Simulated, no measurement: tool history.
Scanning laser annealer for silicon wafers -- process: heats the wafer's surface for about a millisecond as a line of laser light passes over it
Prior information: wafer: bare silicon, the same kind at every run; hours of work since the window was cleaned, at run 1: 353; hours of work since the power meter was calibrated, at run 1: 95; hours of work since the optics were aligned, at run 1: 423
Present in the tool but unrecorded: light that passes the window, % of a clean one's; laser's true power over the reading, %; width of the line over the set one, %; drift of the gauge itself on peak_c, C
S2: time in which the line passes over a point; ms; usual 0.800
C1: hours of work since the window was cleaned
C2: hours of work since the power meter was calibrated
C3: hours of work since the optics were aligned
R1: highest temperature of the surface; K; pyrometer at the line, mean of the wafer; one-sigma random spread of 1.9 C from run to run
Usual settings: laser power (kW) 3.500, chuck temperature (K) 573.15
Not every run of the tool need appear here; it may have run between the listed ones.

Run 1, hour 0.0: usual settings; C1 353; C2 95; C3 423. Result: R1 1416.15 K.
Run 2, hour 18.1: usual settings; C1 365; C2 108; C3 435. Result: R1 1416.15 K.
Run 3, hour 32.1: usual settings; C1 374; C2 117; C3 444. Result: R1 1415.15 K.
Run 4, hour 43.2: usual settings; C1 381; C2 124; C3 452. Result: R1 1418.15 K.
Run 5, hour 64.6: usual settings but laser power (kW) 3.051; C1 396; C2 139; C3 466. Result: R1 1294.15 K.
Run 6, hour 88.9: usual settings; C1 412; C2 155; C3 482. Result: R1 1416.15 K.
Run 7, hour 111.4: usual settings but laser power (kW) 3.366; C1 427; C2 170; C3 497. Result: R1 1382.15 K.
Run 8, hour 129.8: usual settings; C1 439; C2 182; C3 509. Result: R1 1415.15 K.
Run 9, hour 151.0: usual settings but S2 0.777 ms; C1 453; C2 196; C3 524. Result: R1 1405.15 K.
Run 10, hour 168.4: usual settings; C1 465; C2 208; C3 535. Result: R1 1415.15 K.
Run 11, hour 193.2: usual settings; C1 482; C2 224; C3 552. Result: R1 1414.15 K.
Run 12, hour 204.4: usual settings but laser power (kW) 3.415; C1 489; C2 232; C3 559. Result: R1 1393.15 K.
Run 13, hour 219.9: usual settings but laser power (kW) 3.415; C1 499; C2 242; C3 570. Result: R1 1395.15 K.
Run 14, hour 245.3: usual settings but laser power (kW) 3.415; C1 516; C2 259; C3 586. Result: R1 1394.15 K.
Run 15, hour 270.8: usual settings but laser power (kW) 3.415; C1 533; C2 276; C3 603. Result: R1 1392.15 K.
Run 16, hour 286.5: usual settings; C1 544; C2 287; C3 614. Result: R1 1416.15 K.
Run 17, hour 300.2: usual settings but chuck temperature (K) 556.15; C1 553; C2 296; C3 623. Result: R1 1400.15 K.
Run 18, hour 312.5: usual settings but S2 0.995 ms; C1 561; C2 304; C3 631. Result: R1 1516.15 K.
Run 19, hour 327.5: usual settings but S2 0.995 ms; C1 571; C2 314; C3 641. Result: R1 1516.15 K.
Run 20, hour 341.7: usual settings but laser power (kW) 3.291, S2 0.791 ms, chuck temperature (K) 577.15; C1 581; C2 324; C3 651. Result: R1 1361.15 K.
Run 21, hour 362.4: usual settings but laser power (kW) 3.777, S2 0.580 ms, chuck temperature (K) 535.15; C1 595; C2 337; C3 665. Result: R1 1317.15 K.
Run 22, hour 378.6: usual settings but laser power (kW) 3.179, S2 0.822 ms; C1 605; C2 348; C3 675. Result: R1 1337.15 K.
Run 23, hour 396.2: usual settings but laser power (kW) 3.416, S2 0.931 ms, chuck temperature (K) 544.15; C1 617; C2 360; C3 687. Result: R1 1431.15 K.
Run 24, hour 414.6: usual settings but laser power (kW) 3.416, S2 0.931 ms, chuck temperature (K) 544.15; C1 629; C2 372; C3 699. Result: R1 1425.15 K.
Run 25, hour 436.5: usual settings but S2 0.770 ms; C1 644; C2 387; C3 714. Result: R1 1399.15 K.
Run 26, hour 449.4: usual settings but S2 0.770 ms; C1 653; C2 395; C3 723. Result: R1 1399.15 K.
Run 27, hour 474.4: usual settings but S2 0.770 ms; C1 669; C2 412; C3 739. Result: R1 1401.15 K.
At hour 478.9: window over the wafer cleaned.
Run 28, hour 498.7: usual settings but S2 0.663 ms, chuck temperature (K) 584.15; C1 13; C2 427; C3 754. Result: R1 1348.15 K.
Run 29, hour 515.9: usual settings but laser power (kW) 3.732, chuck temperature (K) 592.15; C1 25; C2 438; C3 766. Result: R1 1499.15 K.
Run 30, hour 534.4: usual settings but laser power (kW) 3.805, S2 0.888 ms; C1 37; C2 451; C3 778. Result: R1 1549.15 K.
Run 31, hour 549.3: usual settings but S2 0.866 ms, chuck temperature (K) 568.15; C1 47; C2 461; C3 788. Result: R1 1446.15 K.
Run 32, hour 562.5: usual settings but S2 0.866 ms, chuck temperature (K) 568.15; C1 56; C2 470; C3 797. Result: R1 1445.15 K.

What if the next run were any one of these 4? Each begins from the tool's condition after run 32:
Run A, hour 580.3: usual settings but laser power (kW) 3.789, chuck temperature (K) 592.15; C1 68; C2 481; C3 809. Result: R1 ?.
Run B, hour 580.3: usual settings but laser power (kW) 3.398, S2 0.569 ms; C1 68; C2 481; C3 809. Result: R1 ?.
Run C, hour 580.3: usual settings but S2 0.596 ms; C1 68; C2 481; C3 809. Result: R1 ?.
Run D, hour 580.3: usual settings but S2 0.941 ms, chuck temperature (K) 568.15; C1 68; C2 481; C3 809. Result: R1 ?.

run       R1
  A  1515.15
  B  1261.15
  C  1302.15
  D  1486.15
Stripped of hidden state, with their random variation kept, the same runs would have yielded:
run       R1
  A  1516.15
  B  1261.15
  C  1303.15
  D  1486.15

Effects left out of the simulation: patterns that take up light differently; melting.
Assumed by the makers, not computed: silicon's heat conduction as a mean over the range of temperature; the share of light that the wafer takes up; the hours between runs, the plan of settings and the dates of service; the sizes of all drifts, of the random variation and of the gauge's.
